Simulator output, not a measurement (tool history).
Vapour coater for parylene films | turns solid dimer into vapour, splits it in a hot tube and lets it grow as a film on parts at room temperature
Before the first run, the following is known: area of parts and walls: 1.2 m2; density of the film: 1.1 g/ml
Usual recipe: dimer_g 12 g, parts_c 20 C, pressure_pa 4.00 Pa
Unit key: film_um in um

run,hour,dimer_g,parts_c,pressure_pa,film_um
1,0.0,12,20,4.00,6.98
2,23.5,12,20,4.00,6.93
3,46.1,12,20,4.00,6.87
4,61.5,12,20,4.00,6.80
5,81.0,12,20,4.00,6.83
6,96.5,12,20,4.00,6.88
7,111.7,12,20,4.00,6.82
8,129.8,12,20,4.00,6.81
9,142.8,9,20,4.00,5.08
10,162.4,12,20,4.00,6.76
11,184.7,12,17,4.00,7.20
12,208.1,12,13,4.00,7.73
13,226.7,12,13,4.00,7.77
14,239.5,12,13,4.00,7.70
15,252.5,12,20,7.36,6.17
16,272.4,12,20,4.00,6.65
17,296.2,12,17,4.00,7.03
18,310.3,12,20,6.15,6.26
19,331.8,12,20,6.50,6.27
20,348.5,12,20,6.50,6.18
21,369.0,12,20,4.00,6.53
22,386.9,15,20,4.00,8.16
23,409.9,15,20,4.00,8.16
24,430.2,12,20,2.06,7.08
25,440.5,8,22,4.63,4.08
26,457.2,7,16,4.63,4.06
# hour 463.1: trap's valve overhauled
27,479.2,7,16,4.63,3.76
28,491.8,7,16,4.63,3.78
29,502.3,13,20,3.74,6.59
30,522.8,9,23,4.64,4.16
31,541.4,9,23,4.64,4.17
# hour 554.3: trap's valve overhauled, once more
32,563.6,12,14,7.58,7.52
33,574.8,11,20,11.78,5.78
34,598.2,15,20,6.65,8.44
35,621.0,6,13,5.22,3.99
36,633.4,6,13,5.22,4.00
37,645.8,16,14,11.50,9.44
38,665.1,14,18,3.05,8.97
39,687.3,16,28,4.00,8.01
40,698.0,11,27,7.45,5.22
41,714.9,11,27,7.45,5.20
42,734.6,12,20,3.70,7.14
43,755.0,12,20,3.70,7.10
44,773.0,14,20,3.70,8.26
45,791.2,15,24,11.42,7.06
46,812.1,15,23,5.89,7.83
47,823.2,15,15,3.36,9.79

Below, each run's measurement less what the same run would have read without the hidden state. Both values contain the same run-to-run variation, but the gauge's scatter may not be the same in both:
Hidden state at play: vapour lost through the trap's worn valve, %; true temperature of the parts over the reading, C; drift of the gauge itself on film_um, %.
run,film_um
1,-0.27
2,-0.29
3,-0.31
4,-0.32
5,-0.34
6,-0.35
7,-0.37
8,-0.38
9,-0.29
10,-0.41
11,-0.47
12,-0.53
13,-0.55
14,-0.56
15,-0.46
16,-0.51
17,-0.57
18,-0.52
19,-0.54
20,-0.55
21,-0.60
22,-0.78
23,-0.81
24,-0.72
25,-0.42
26,-0.43
27,-0.68
28,-0.68
29,-1.20
30,-0.78
31,-0.80
32,+0.03
33,+0.02
34,+0.00
35,-0.01
36,-0.02
37,-0.05
38,-0.08
39,-0.09
40,-0.06
41,-0.07
42,-0.13
43,-0.14
44,-0.18
45,-0.17
46,-0.22
47,-0.29
